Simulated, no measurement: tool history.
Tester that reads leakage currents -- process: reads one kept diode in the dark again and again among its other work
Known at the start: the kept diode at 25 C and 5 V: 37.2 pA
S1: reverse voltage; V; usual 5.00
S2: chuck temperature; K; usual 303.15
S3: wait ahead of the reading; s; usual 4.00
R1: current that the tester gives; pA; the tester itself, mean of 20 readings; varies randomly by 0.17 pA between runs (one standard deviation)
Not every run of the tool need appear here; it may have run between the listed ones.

run,day,S1,S2,S3,R1
1,0.000,5.00,303.15,4.00,63.14
2,1.200,5.00,303.15,4.00,63.07
3,3.875,5.00,297.15,4.00,41.61
4,6.592,5.00,303.15,4.00,63.04
5,7.871,5.00,303.15,6.10,63.48
6,9.379,5.00,303.15,6.10,63.73
7,11.179,5.00,303.15,6.10,63.45
8,13.208,5.00,322.15,4.00,231.57
9,14.858,5.00,322.15,4.00,232.45
10,17.358,3.83,322.15,4.00,201.32
11,20.254,5.00,303.15,4.00,64.36
12,21.871,5.00,303.15,4.00,64.60
13,23.667,5.00,303.15,0.69,66.37
14,26.325,5.00,308.15,4.00,91.34
15,28.854,5.00,308.15,4.00,91.88
16,30.300,5.00,308.15,4.00,92.62
17,31.917,5.00,303.15,4.00,65.25
18,34.112,17.32,303.15,4.00,134.66
19,36.292,17.32,303.15,4.00,134.94
20,39.138,17.32,303.15,4.00,135.68
21,41.696,17.32,303.15,4.00,136.45
22,43.462,5.00,303.15,0.45,69.04
# day 43.762: chuck's temperature calibrated
23,45.462,5.00,303.15,0.45,70.21
24,46.650,1.20,294.15,2.14,15.94
25,48.796,1.20,294.15,2.14,16.07
# day 50.925: chuck's temperature calibrated, once more
26,51.508,1.20,294.15,2.14,14.23
27,53.850,17.27,303.15,1.36,126.94
28,56.625,5.06,333.15,1.36,443.22
29,59.538,5.46,314.15,5.41,134.93
30,60.733,5.46,314.15,5.41,134.86
31,62.425,5.00,303.15,6.36,60.55
32,64.767,15.96,298.15,1.74,90.50
33,67.696,15.96,298.15,1.74,90.58
34,69.838,1.53,320.15,0.58,102.86
35,71.488,5.00,314.15,5.56,129.61
36,74.025,5.89,294.15,5.56,37.51
37,76.133,5.00,317.15,1.72,159.47
38,78.517,15.55,302.15,1.16,116.61
39,81.008,15.55,302.15,1.16,117.64
40,83.929,15.55,302.15,1.16,117.68

Measured minus without-hidden-state, run by run (identical run-to-run variation in each term; gauge scatter may differ):
Unlogged tool condition in this case: stray current of the dirty probe card, pA a volt; current scale over the true one, %; true chuck temperature over the reading, C; drift of the gauge itself on leakage_pa, %.
run,R1
1,+7.74
2,+7.81
3,+6.73
4,+8.17
5,+8.34
6,+8.47
7,+8.53
8,+18.81
9,+19.21
10,+16.58
11,+9.23
12,+9.39
13,+9.50
14,+11.65
15,+11.95
16,+12.17
17,+10.18
18,+27.74
19,+28.12
20,+28.68
21,+29.26
22,+11.05
23,+12.20
24,+3.02
25,+3.07
26,+1.20
27,+18.44
28,+3.57
29,+5.93
30,+6.07
31,+5.78
32,+18.91
33,+19.28
34,+2.37
35,+6.93
36,+7.55
37,+7.78
38,+20.66
39,+21.19
40,+21.61
